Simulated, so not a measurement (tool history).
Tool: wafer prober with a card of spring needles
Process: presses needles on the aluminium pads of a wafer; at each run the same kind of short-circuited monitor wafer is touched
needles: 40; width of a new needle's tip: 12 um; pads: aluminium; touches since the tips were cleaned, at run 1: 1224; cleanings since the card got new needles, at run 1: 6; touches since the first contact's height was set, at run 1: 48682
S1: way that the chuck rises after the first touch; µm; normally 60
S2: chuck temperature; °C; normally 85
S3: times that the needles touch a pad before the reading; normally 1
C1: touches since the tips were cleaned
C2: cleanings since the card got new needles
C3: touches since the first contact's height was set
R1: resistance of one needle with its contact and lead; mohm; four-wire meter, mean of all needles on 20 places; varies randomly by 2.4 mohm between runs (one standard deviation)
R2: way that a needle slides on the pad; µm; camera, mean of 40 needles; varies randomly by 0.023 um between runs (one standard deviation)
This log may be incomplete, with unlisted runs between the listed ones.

| run | hour | S1 | S2 | S3 | C1 | C2 | C3 | R1 | R2 |
|---|---|---|---|---|---|---|---|---|---|
| 1 | 0 | 60 | 85 | 1 | 1224 | 6 | 48682 | 290 | 14.49 |
|  | 16 | tips cleaned on abrasive film |
|  | 33 | tips cleaned on abrasive film |
| 2 | 38.7 | 60 | 85 | 2 | 2660 | 8 | 66572 | 296 | 14.43 |
|  | 48.3 | tips cleaned on abrasive film |
|  | 64.5 | tips cleaned on abrasive film |
| 3 | 76.2 | 60 | 85 | 1 | 5451 | 10 | 83903 | 324 | 14.42 |
|  | 81.9 | tips cleaned on abrasive film |
|  | 98 | tips cleaned on abrasive film |
|  | 113.4 | tips cleaned on abrasive film |
| 4 | 115.1 | 60 | 85 | 1 | 814 | 13 | 101825 | 290 | 14.39 |
|  | 130.2 | tips cleaned on abrasive film |
|  | 148 | tips cleaned on abrasive film |
| 5 | 155.4 | 60 | 85 | 1 | 3450 | 15 | 120445 | 317 | 14.35 |
|  | 163.2 | tips cleaned on abrasive film |
|  | 170 | height of the first contact set anew |
|  | 181.6 | tips cleaned on abrasive film |
| 6 | 191 | 60 | 85 | 1 | 4370 | 17 | 9715 | 324 | 14.25 |
|  | 197 | tips cleaned on abrasive film |
|  | 213 | tips cleaned on abrasive film |
| 7 | 222.6 | 60 | 85 | 1 | 4451 | 19 | 24296 | 329 | 14.22 |
|  | 231.2 | tips cleaned on abrasive film |
|  | 247.4 | tips cleaned on abrasive film |
| 8 | 248.7 | 60 | 85 | 1 | 573 | 21 | 36307 | 289 | 14.2 |
|  | 264.7 | tips cleaned on abrasive film |
| 9 | 278.6 | 60 | 85 | 1 | 6459 | 22 | 50170 | 339 | 14.16 |
|  | 280.6 | tips cleaned on abrasive film |
|  | 296 | tips cleaned on abrasive film |
| 10 | 307.9 | 60 | 85 | 1 | 5518 | 24 | 63671 | 334 | 14.08 |
|  | 311.7 | tips cleaned on abrasive film |
|  | 329.4 | tips cleaned on abrasive film |
| 11 | 329.5 | 46 | 85 | 1 | 55 | 26 | 73612 | 286 | 10.69 |
|  | 344.7 | tips cleaned on abrasive film |
| 12 | 354.9 | 46 | 85 | 1 | 4743 | 27 | 85352 | 365 | 10.64 |
|  | 361.8 | tips cleaned on abrasive film |
|  | 379.6 | tips cleaned on abrasive film |
| 13 | 385.6 | 60 | 79 | 1 | 2774 | 29 | 99519 | 311 | 14.03 |
|  | 395 | tips cleaned on abrasive film |
|  | 404.6 | height of the first contact set anew, once more |
|  | 412.8 | tips cleaned on abrasive film |
| 14 | 424.8 | 50 | 85 | 1 | 5541 | 31 | 9318 | 352 | 12.11 |
|  | 429.3 | tips cleaned on abrasive film |
| 15 | 442.3 | 50 | 85 | 1 | 6035 | 32 | 17423 | 358 | 12.12 |

What does the tool deliver on the next run?
|  | 446.1 | tips cleaned on abrasive film |
|  | 463.4 | tips cleaned on abrasive film |
| 16 | 473.8 | 60 | 56 | 1 | 4839 | 34 | 31935 | ? | ? |

Run 16 gave R1 315 mohm, R2 14.54 µm.
On a tool with no hidden condition, and with the same random variation, this run would have come out at R1 264 mohm, R2 14.6 µm.
